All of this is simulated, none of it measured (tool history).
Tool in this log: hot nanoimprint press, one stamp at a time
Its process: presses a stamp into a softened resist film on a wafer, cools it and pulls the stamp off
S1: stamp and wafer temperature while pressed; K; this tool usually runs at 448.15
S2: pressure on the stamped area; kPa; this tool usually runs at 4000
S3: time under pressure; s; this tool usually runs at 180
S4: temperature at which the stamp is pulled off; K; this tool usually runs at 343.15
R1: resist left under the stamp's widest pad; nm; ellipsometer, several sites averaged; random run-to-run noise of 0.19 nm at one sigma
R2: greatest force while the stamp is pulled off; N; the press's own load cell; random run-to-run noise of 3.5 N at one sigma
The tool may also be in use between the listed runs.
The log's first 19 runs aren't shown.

run	hour	S1	S2	S3	S4	R1	R2
# hour 204.9: stamp cleaned and given a new release coat
20	209	448.15	4000	317	338.15	70.3	176
21	217.4	448.15	3020	317	338.15	80	177
22	231.3	442.15	4430	317	338.15	83.2	171
23	242.3	437.15	6100	180	349.15	107.3	156
24	255.4	448.15	4420	180	341.15	84.6	169
25	266.9	448.15	4420	180	341.15	84.3	172
26	273.6	448.15	4420	180	341.15	84.6	174
27	282.5	448.15	4420	180	341.15	84.5	164
28	296	451.15	4420	180	332.15	76.6	177
29	305.2	451.15	4420	180	332.15	76.7	185
30	318.7	451.15	4030	180	332.15	79.8	185
31	329.4	451.15	4030	180	332.15	80	188

Predict each of these 3 candidate next runs independently; none follows another, all start after run 31:
A	341.6	440.15	2470	283	343.15	?	?
B	341.6	448.15	4000	196	343.15	?	?
C	341.6	451.15	3970	180	332.15	?	?

run	R1	R2
A	117.6	168
B	85.6	166
C	80.4	187
The same runs, with their run-to-run variation unchanged, on a tool lacking any hidden condition would have given:
run	R1	R2
A	117.6	167
B	85.6	165
C	80.4	186

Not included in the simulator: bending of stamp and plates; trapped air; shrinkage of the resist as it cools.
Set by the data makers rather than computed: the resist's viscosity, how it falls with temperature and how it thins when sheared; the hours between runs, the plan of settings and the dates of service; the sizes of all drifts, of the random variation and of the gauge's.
